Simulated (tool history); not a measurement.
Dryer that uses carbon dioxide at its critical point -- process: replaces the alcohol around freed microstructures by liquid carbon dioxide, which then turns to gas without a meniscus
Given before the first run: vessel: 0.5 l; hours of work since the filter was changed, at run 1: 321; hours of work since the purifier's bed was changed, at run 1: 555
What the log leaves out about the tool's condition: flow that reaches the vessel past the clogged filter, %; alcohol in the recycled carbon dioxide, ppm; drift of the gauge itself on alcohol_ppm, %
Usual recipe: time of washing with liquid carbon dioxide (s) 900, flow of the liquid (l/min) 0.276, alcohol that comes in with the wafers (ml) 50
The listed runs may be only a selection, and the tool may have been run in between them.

| run | hour | time of washing with liquid carbon dioxide (s) | flow of the liquid (l/min) | alcohol that comes in with the wafers (ml) | hours of work since the filter was changed | hours of work since the purifier's bed was changed | alcohol left in the vessel before it's heated (ppm by volume) |
|---|---|---|---|---|---|---|---|
| 1 | 0.0 | 900 | 0.276 | 50 | 321 | 555 | 144 |
| 2 | 39.2 | 1320 | 0.276 | 50 | 338 | 572 | 29 |
| 3 | 85.1 | 1200 | 0.276 | 50 | 358 | 592 | 36 |
| 4 | 113.0 | 1200 | 0.276 | 50 | 370 | 604 | 42 |
|  | 128.3 | inlet filter changed |
| 5 | 172.6 | 540 | 0.276 | 50 | 19 | 630 | 1410 |
| 6 | 230.2 | 660 | 0.276 | 50 | 44 | 655 | 586 |
| 7 | 275.7 | 900 | 0.276 | 25 | 64 | 675 | 66 |
| 8 | 319.7 | 900 | 0.271 | 50 | 83 | 694 | 129 |
| 9 | 353.1 | 900 | 0.276 | 32 | 98 | 708 | 94 |
| 10 | 407.4 | 900 | 0.276 | 32 | 121 | 732 | 95 |
| 11 | 448.8 | 900 | 0.276 | 32 | 139 | 750 | 91 |
| 12 | 486.7 | 900 | 0.276 | 50 | 156 | 766 | 128 |
| 13 | 548.5 | 900 | 0.276 | 50 | 183 | 793 | 122 |
| 14 | 601.8 | 900 | 0.276 | 50 | 206 | 816 | 138 |
| 15 | 631.1 | 1080 | 0.276 | 50 | 219 | 829 | 56 |
| 16 | 688.7 | 1080 | 0.276 | 50 | 244 | 854 | 58 |
| 17 | 737.6 | 900 | 0.276 | 115 | 265 | 875 | 291 |
| 18 | 790.2 | 900 | 0.276 | 115 | 288 | 898 | 304 |
| 19 | 817.0 | 900 | 0.276 | 115 | 299 | 910 | 313 |
| 20 | 858.3 | 900 | 0.276 | 25 | 317 | 928 | 92 |
| 21 | 920.4 | 900 | 0.276 | 25 | 344 | 955 | 107 |
| 22 | 980.4 | 660 | 0.276 | 50 | 371 | 981 | 806 |
|  | 995.1 | inlet filter changed |
| 23 | 1027.0 | 660 | 0.276 | 50 | 14 | 1001 | 608 |
| 24 | 1077.4 | 720 | 0.276 | 50 | 36 | 1023 | 381 |
| 25 | 1106.0 | 720 | 0.236 | 27 | 48 | 1035 | 499 |
| 26 | 1136.7 | 720 | 0.236 | 27 | 62 | 1049 | 499 |
| 27 | 1187.2 | 900 | 0.350 | 52 | 84 | 1071 | 50 |
| 28 | 1242.2 | 900 | 0.350 | 52 | 107 | 1094 | 61 |
| 29 | 1279.1 | 720 | 0.258 | 47 | 124 | 1111 | 593 |
| 30 | 1312.8 | 1020 | 0.446 | 50 | 138 | 1125 | 45 |
| 31 | 1353.5 | 1080 | 0.224 | 37 | 156 | 1143 | 138 |
| 32 | 1409.0 | 600 | 0.167 | 49 | 180 | 1167 | 6773 |
| 33 | 1463.3 | 780 | 0.228 | 34 | 204 | 1191 | 593 |
| 34 | 1512.8 | 780 | 0.228 | 34 | 225 | 1212 | 604 |
| 35 | 1552.5 | 600 | 0.420 | 21 | 242 | 1229 | 86 |
| 36 | 1609.0 | 960 | 0.276 | 56 | 267 | 1254 | 136 |
| 37 | 1642.0 | 960 | 0.276 | 56 | 281 | 1268 | 135 |
| 38 | 1681.4 | 960 | 0.276 | 56 | 298 | 1285 | 132 |
| 39 | 1708.2 | 900 | 0.324 | 37 | 310 | 1297 | 76 |
|  | 1735.1 | purifier's bed changed |
| 40 | 1763.6 | 780 | 0.357 | 91 | 333 | 12 | 108 |
| 41 | 1800.1 | 1020 | 0.290 | 90 | 349 | 28 | 82 |
| 42 | 1834.1 | 900 | 0.285 | 50 | 364 | 43 | 122 |
|  | 1864.9 | inlet filter changed |
| 43 | 1895.6 | 900 | 0.285 | 50 | 13 | 69 | 66 |
| 44 | 1922.3 | 660 | 0.360 | 52 | 25 | 81 | 110 |
| 45 | 1967.9 | 660 | 0.308 | 35 | 45 | 101 | 211 |
| 46 | 2017.8 | 900 | 0.178 | 23 | 66 | 122 | 558 |
| 47 | 2050.7 | 900 | 0.178 | 29 | 81 | 137 | 711 |

Branching from run 47: 3 alternative next runs. What would each branch give?
| A | 2078.1 | 900 | 0.302 | 40 | 93 | 149 | ? |
| B | 2078.1 | 960 | 0.178 | 24 | 93 | 149 | ? |
| C | 2078.1 | 600 | 0.276 | 46 | 93 | 149 | ? |

| run | alcohol left in the vessel before it's heated (ppm by volume) |
|---|---|
| A | 46 |
| B | 467 |
| C | 876 |
Without the tool's hidden state the same runs would have given:
| run | alcohol left in the vessel before it's heated (ppm by volume) |
|---|---|
| A | 33 |
| B | 415 |
| C | 781 |
